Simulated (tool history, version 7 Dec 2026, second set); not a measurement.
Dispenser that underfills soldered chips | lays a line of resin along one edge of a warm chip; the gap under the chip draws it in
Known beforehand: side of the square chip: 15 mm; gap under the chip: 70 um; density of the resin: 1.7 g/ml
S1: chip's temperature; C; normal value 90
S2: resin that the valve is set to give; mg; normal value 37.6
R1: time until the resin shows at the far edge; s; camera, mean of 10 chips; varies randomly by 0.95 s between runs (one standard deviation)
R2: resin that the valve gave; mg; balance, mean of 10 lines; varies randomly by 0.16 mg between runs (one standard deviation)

| run | hour | S1 | S2 | R1 | R2 |
|---|---|---|---|---|---|
| 1 | 0 | 90 | 37.6 | 140.9 | 37.13 |
|  | 2 | new syringe of resin |
| 2 | 9.3 | 81 | 37.6 | 186.2 | 36.96 |
|  | 14.4 | new syringe of resin |
| 3 | 21 | 81 | 37.6 | 174.8 | 36.88 |
|  | 26.3 | new syringe of resin |
| 4 | 30.4 | 81 | 37.6 | 155.7 | 36.52 |
|  | 38.4 | new syringe of resin |
| 5 | 40.6 | 81 | 37.6 | 138.4 | 36.64 |
| 6 | 48.4 | 81 | 37.6 | 209.8 | 36.33 |
|  | 50.3 | new syringe of resin |
| 7 | 56.2 | 90 | 46.2 | 106.5 | 44.74 |
|  | 62.3 | new syringe of resin |
| 8 | 65.3 | 90 | 48.5 | 92.6 | 46.65 |
| 9 | 73.3 | 90 | 48.5 | 143.9 | 46.42 |
|  | 74.6 | new syringe of resin |
| 10 | 81.9 | 90 | 48.5 | 112.5 | 46.56 |
|  | 86.7 | new syringe of resin |
| 11 | 87.2 | 90 | 34.3 | 82.5 | 33.03 |
| 12 | 92.1 | 90 | 34.3 | 110.3 | 32.73 |
|  | 98.9 | new syringe of resin |
| 13 | 100.8 | 90 | 37.6 | 88.7 | 35.66 |
| 14 | 106.7 | 90 | 37.6 | 119.6 | 35.81 |
|  | 110.7 | new syringe of resin |
| 15 | 118.5 | 90 | 37.6 | 122.9 | 35.56 |
|  | 123.3 | new syringe of resin |
| 16 | 125.6 | 90 | 37.6 | 91.4 | 35.61 |
|  | 128.2 | dispensing valve cleaned and set on the balance |
| 17 | 133.5 | 82 | 37.6 | 189.3 | 37.65 |
|  | 136.8 | new syringe of resin |
| 18 | 139.8 | 82 | 37.6 | 134.7 | 37.41 |
|  | 149.3 | new syringe of resin |
| 19 | 151.6 | 104 | 39.9 | 46.1 | 39.53 |
| 20 | 159.9 | 104 | 39.9 | 73.8 | 39.33 |
|  | 161.6 | new syringe of resin |
| 21 | 168.5 | 87 | 32.5 | 138.7 | 32.29 |
|  | 173.8 | new syringe of resin |
| 22 | 175.5 | 87 | 32.5 | 103 | 31.92 |
| 23 | 182.1 | 86 | 36.6 | 149.9 | 35.8 |
|  | 186 | new syringe of resin |
| 24 | 193.8 | 86 | 36.6 | 144.7 | 35.92 |
|  | 198 | new syringe of resin |
| 25 | 205.3 | 86 | 36.6 | 140.5 | 35.5 |
|  | 210.2 | new syringe of resin |
| 26 | 212.9 | 79 | 37.6 | 150.9 | 36.53 |
| 27 | 218 | 79 | 37.1 | 201.1 | 35.77 |
|  | 222.3 | new syringe of resin |
| 28 | 227.6 | 85 | 43.6 | 130 | 42.1 |
|  | 234.4 | new syringe of resin |
| 29 | 235.1 | 78 | 41.8 | 139.4 | 40.28 |
| 30 | 241.6 | 77 | 34.1 | 223.3 | 32.74 |
|  | 246.8 | new syringe of resin |
| 31 | 249.8 | 77 | 34.1 | 176.9 | 32.93 |
|  | 259 | new syringe of resin |
| 32 | 260.5 | 95 | 47.2 | 64.1 | 44.9 |
|  | 271.1 | new syringe of resin |
| 33 | 272 | 95 | 47.2 | 61.7 | 44.92 |
| 34 | 280.5 | 92 | 33.2 | 122.7 | 31.63 |
|  | 283.1 | new syringe of resin |
| 35 | 286.9 | 80 | 39.2 | 146.4 | 37.25 |
|  | 294.9 | new syringe of resin |
| 36 | 296.3 | 80 | 39.2 | 128.4 | 36.82 |

A few steps of R1 between consecutive runs. Split each: what settings, incoming material and random variation would produce without the hidden state, and what is left over for the hidden state, along with gauge scatter present in only one of the two compared results (measured, and without hidden state):
Hidden state at play: resin's viscosity, % of fresh resin's; dose that the valve gives, % of what is set; true chip temperature over the reading, C; drift of the gauge itself on fill_s, %; drift of the gauge itself on given_mg, %.
Run 5 -> 6: no setting changed, nothing entered. R1 +71.4 s: hidden state +73.2, all else -1.8.
Run 6 -> 7: S1 81 -> 90, S2 37.6 -> 46.2, new syringe of resin. R1 -103.3 s: hidden state -53.6, all else -49.7.
Run 16 -> 17: S1 90 -> 82, dispensing valve cleaned and set on the balance. R1 +97.9 s: hidden state +56.9, all else +41.
Run 29 -> 30: S1 78 -> 77, S2 41.8 -> 34.1. R1 +83.9 s: hidden state +66.6, all else +17.3.
Run 31 -> 32: S1 77 -> 95, S2 34.1 -> 47.2, new syringe of resin. R1 -112.8 s: hidden state -8.4, all else -104.4.
